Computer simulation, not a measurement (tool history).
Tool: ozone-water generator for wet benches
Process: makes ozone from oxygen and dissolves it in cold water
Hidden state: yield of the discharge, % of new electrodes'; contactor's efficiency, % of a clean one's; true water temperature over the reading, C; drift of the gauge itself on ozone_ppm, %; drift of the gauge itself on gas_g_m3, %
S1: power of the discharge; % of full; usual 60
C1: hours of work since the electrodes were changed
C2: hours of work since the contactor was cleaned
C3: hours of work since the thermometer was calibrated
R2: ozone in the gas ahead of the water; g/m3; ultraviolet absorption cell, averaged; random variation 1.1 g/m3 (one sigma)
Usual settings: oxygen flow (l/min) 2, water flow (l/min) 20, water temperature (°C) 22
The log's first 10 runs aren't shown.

run 11 hour=952 | S1=85 oxygen_flow_(l/min)=1.81 water_flow_(l/min)=20 water_temperature_(°C)=22 | C1=1287 C2=5445 C3=2746 | dissolved_ozone_(ppm)=12.4 R2=269
run 12 hour=1033.7 | S1=85 oxygen_flow_(l/min)=1.81 water_flow_(l/min)=20 water_temperature_(°C)=22 | C1=1367 C2=5525 C3=2826 | dissolved_ozone_(ppm)=12.4 R2=267.5
run 13 hour=1107.4 | S1=60 oxygen_flow_(l/min)=2 water_flow_(l/min)=20 water_temperature_(°C)=22 | C1=1439 C2=5597 C3=2898 | dissolved_ozone_(ppm)=9.3 R2=187.6
run 14 hour=1197.6 | S1=60 oxygen_flow_(l/min)=2 water_flow_(l/min)=20 water_temperature_(°C)=22 | C1=1527 C2=5685 C3=2986 | dissolved_ozone_(ppm)=9.2 R2=188
run 15 hour=1255.5 | S1=60 oxygen_flow_(l/min)=2 water_flow_(l/min)=20 water_temperature_(°C)=22 | C1=1584 C2=5742 C3=3043 | dissolved_ozone_(ppm)=9 R2=187.7
-- hour=1336.1 water thermometer calibrated
run 16 hour=1377.3 | S1=60 oxygen_flow_(l/min)=2 water_flow_(l/min)=23 water_temperature_(°C)=22 | C1=1702 C2=5860 C3=40 | dissolved_ozone_(ppm)=8 R2=189.6
run 17 hour=1463.1 | S1=60 oxygen_flow_(l/min)=2 water_flow_(l/min)=23 water_temperature_(°C)=22 | C1=1786 C2=5944 C3=124 | dissolved_ozone_(ppm)=8.1 R2=186.2
run 18 hour=1531.2 | S1=98 oxygen_flow_(l/min)=1.17 water_flow_(l/min)=23 water_temperature_(°C)=28 | C1=1853 C2=6011 C3=191 | dissolved_ozone_(ppm)=9.7 R2=365.7
run 19 hour=1615.5 | S1=53 oxygen_flow_(l/min)=1.82 water_flow_(l/min)=18 water_temperature_(°C)=18 | C1=1935 C2=6093 C3=273 | dissolved_ozone_(ppm)=9.1 R2=173.8
run 20 hour=1682.8 | S1=83 oxygen_flow_(l/min)=2.02 water_flow_(l/min)=20 water_temperature_(°C)=22 | C1=2001 C2=6159 C3=339 | dissolved_ozone_(ppm)=12 R2=246.6
run 21 hour=1733.4 | S1=47 oxygen_flow_(l/min)=2.9 water_flow_(l/min)=24 water_temperature_(°C)=21 | C1=2050 C2=6208 C3=388 | dissolved_ozone_(ppm)=6.9 R2=127.4
run 22 hour=1792.7 | S1=47 oxygen_flow_(l/min)=2.04 water_flow_(l/min)=15 water_temperature_(°C)=14 | C1=2108 C2=6266 C3=446 | dissolved_ozone_(ppm)=10.3 R2=149.8
run 23 hour=1883.5 | S1=47 oxygen_flow_(l/min)=2.04 water_flow_(l/min)=15 water_temperature_(°C)=14 | C1=2197 C2=6355 C3=535 | dissolved_ozone_(ppm)=10.3 R2=147.9
run 24 hour=1957.6 | S1=47 oxygen_flow_(l/min)=2 water_flow_(l/min)=20 water_temperature_(°C)=22 | C1=2270 C2=6428 C3=608 | dissolved_ozone_(ppm)=7.3 R2=150.6
run 25 hour=2079.6 | S1=47 oxygen_flow_(l/min)=1.28 water_flow_(l/min)=20 water_temperature_(°C)=28 | C1=2389 C2=6547 C3=727 | dissolved_ozone_(ppm)=6 R2=183.5
run 26 hour=2154.8 | S1=67 oxygen_flow_(l/min)=1.69 water_flow_(l/min)=13 water_temperature_(°C)=20 | C1=2462 C2=6620 C3=800 | dissolved_ozone_(ppm)=14.1 R2=220.4
-- hour=2167 contactor cleaned
run 27 hour=2272.5 | S1=67 oxygen_flow_(l/min)=1.69 water_flow_(l/min)=13 water_temperature_(°C)=20 | C1=2574 C2=103 C3=912 | dissolved_ozone_(ppm)=15.6 R2=221
run 28 hour=2352.8 | S1=52 oxygen_flow_(l/min)=2 water_flow_(l/min)=13 water_temperature_(°C)=24 | C1=2652 C2=182 C3=990 | dissolved_ozone_(ppm)=12.3 R2=163.2
run 29 hour=2445.3 | S1=52 oxygen_flow_(l/min)=2 water_flow_(l/min)=20 water_temperature_(°C)=26 | C1=2742 C2=272 C3=1081 | dissolved_ozone_(ppm)=8.2 R2=164.3
run 30 hour=2569.7 | S1=52 oxygen_flow_(l/min)=2 water_flow_(l/min)=20 water_temperature_(°C)=26 | C1=2864 C2=394 C3=1202 | dissolved_ozone_(ppm)=8.5 R2=162.7
run 31 hour=2686.8 | S1=52 oxygen_flow_(l/min)=2 water_flow_(l/min)=20 water_temperature_(°C)=26 | C1=2979 C2=508 C3=1317 | dissolved_ozone_(ppm)=8.3 R2=164
run 32 hour=2767.6 | S1=52 oxygen_flow_(l/min)=2 water_flow_(l/min)=20 water_temperature_(°C)=26 | C1=3058 C2=587 C3=1396 | dissolved_ozone_(ppm)=8.4 R2=164.6
run 33 hour=2839.3 | S1=52 oxygen_flow_(l/min)=2 water_flow_(l/min)=20 water_temperature_(°C)=26 | C1=3128 C2=657 C3=1466 | dissolved_ozone_(ppm)=8.2 R2=163.2
run 34 hour=2956.4 | S1=52 oxygen_flow_(l/min)=2 water_flow_(l/min)=20 water_temperature_(°C)=26 | C1=3242 C2=772 C3=1580 | dissolved_ozone_(ppm)=8.3 R2=163.1

Forecast each of these 3 alternatives for the next run:
run A hour=3053.3 | S1=88 oxygen_flow_(l/min)=2 water_flow_(l/min)=20 water_temperature_(°C)=26 | C1=3337 C2=867 C3=1675 | dissolved_ozone_(ppm)=? R2=?
run B hour=3053.3 | S1=60 oxygen_flow_(l/min)=1.26 water_flow_(l/min)=23 water_temperature_(°C)=22 | C1=3337 C2=867 C3=1675 | dissolved_ozone_(ppm)=? R2=?
run C hour=3053.3 | S1=52 oxygen_flow_(l/min)=1.39 water_flow_(l/min)=14 water_temperature_(°C)=26 | C1=3337 C2=867 C3=1675 | dissolved_ozone_(ppm)=? R2=?

run=A dissolved_ozone_(ppm)=12.9 R2=254.4
run=B dissolved_ozone_(ppm)=7.1 R2=225.6
run=C dissolved_ozone_(ppm)=10.4 R2=190
Without the tool's hidden state the same runs would have given:
run=A dissolved_ozone_(ppm)=14.1 R2=273.7
run=B dissolved_ozone_(ppm)=7.6 R2=237.8
run=C dissolved_ozone_(ppm)=11.1 R2=198.7

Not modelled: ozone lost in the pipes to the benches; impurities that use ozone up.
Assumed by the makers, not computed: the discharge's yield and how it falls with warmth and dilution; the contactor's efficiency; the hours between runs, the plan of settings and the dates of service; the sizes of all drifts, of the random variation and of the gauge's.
